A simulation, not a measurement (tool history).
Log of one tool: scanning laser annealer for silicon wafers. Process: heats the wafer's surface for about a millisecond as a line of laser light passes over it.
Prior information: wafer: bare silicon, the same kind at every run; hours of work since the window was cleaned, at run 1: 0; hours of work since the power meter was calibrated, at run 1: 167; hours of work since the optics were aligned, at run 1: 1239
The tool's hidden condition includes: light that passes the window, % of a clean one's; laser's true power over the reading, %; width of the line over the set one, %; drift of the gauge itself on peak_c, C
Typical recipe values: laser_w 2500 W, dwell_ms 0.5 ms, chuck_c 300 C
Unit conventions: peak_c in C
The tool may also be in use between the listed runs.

run,hour,laser_w,dwell_ms,chuck_c,hours of work since the window was cleaned,hours of work since the power meter was calibrated,hours of work since the optics were aligned,peak_c
1,0,2500,0.5,300,0,167,1239,1120
2,26.3,2500,0.5,300,17,184,1255,1117
3,68.1,2500,0.5,300,43,211,1282,1116
4,120.5,2500,0.5,300,76,244,1315,1113
5,156.8,2500,0.537,300,100,267,1338,1143
6,187.8,2500,0.537,300,119,287,1358,1143
7,231.5,2500,0.537,300,147,314,1386,1143
8,268,2500,0.537,300,170,337,1409,1139
9,324.3,2346,0.5,300,206,373,1444,1039
10,353.3,2346,0.5,300,224,392,1463,1037
11,392.4,2346,0.5,300,249,416,1488,1038
12,416.8,2184,0.5,300,265,432,1503,968
13,465.8,2500,0.5,300,296,463,1534,1094
14,498.8,2500,0.5,300,317,484,1555,1098
15,530.5,2500,0.5,300,337,504,1575,1096
16,556.8,2500,0.5,300,353,521,1592,1093
# hour 572.5: optics aligned, line set to its width
17,618.6,2500,0.5,300,389,557,29,1102
# hour 626.1: window over the wafer cleaned
18,647.7,2500,0.5,300,14,574,46,1126
19,680.6,2385,0.457,264,35,595,67,1000
20,739.5,2589,0.5,276,72,632,105,1132
21,769.6,2313,0.431,300,91,651,124,982
22,818.8,2745,0.5,292,122,683,155,1212
23,855.9,2307,0.51,290,146,706,179,1034
24,899.7,2307,0.419,274,174,734,206,935
25,926.7,2500,0.384,300,191,751,224,994
26,956.8,2500,0.384,300,210,770,243,997
27,994.5,2293,0.412,300,234,794,267,945
28,1036.7,2293,0.412,300,261,821,293,942
29,1090.6,2293,0.412,300,295,855,328,943
30,1123.9,2281,0.553,276,316,876,349,1030

Here are 3 independent what-if runs from the current tool condition. What would each one return?
A,1165.1,2184,0.553,288,342,902,375,?
B,1165.1,2576,0.36,340,342,902,375,?
C,1165.1,2262,0.553,288,342,902,375,?

run,peak_c
A,995
B,1028
C,1031
With the hidden condition removed and each run's random variation left untouched, the same runs would have given:
run,peak_c
A,1027
B,1058
C,1064
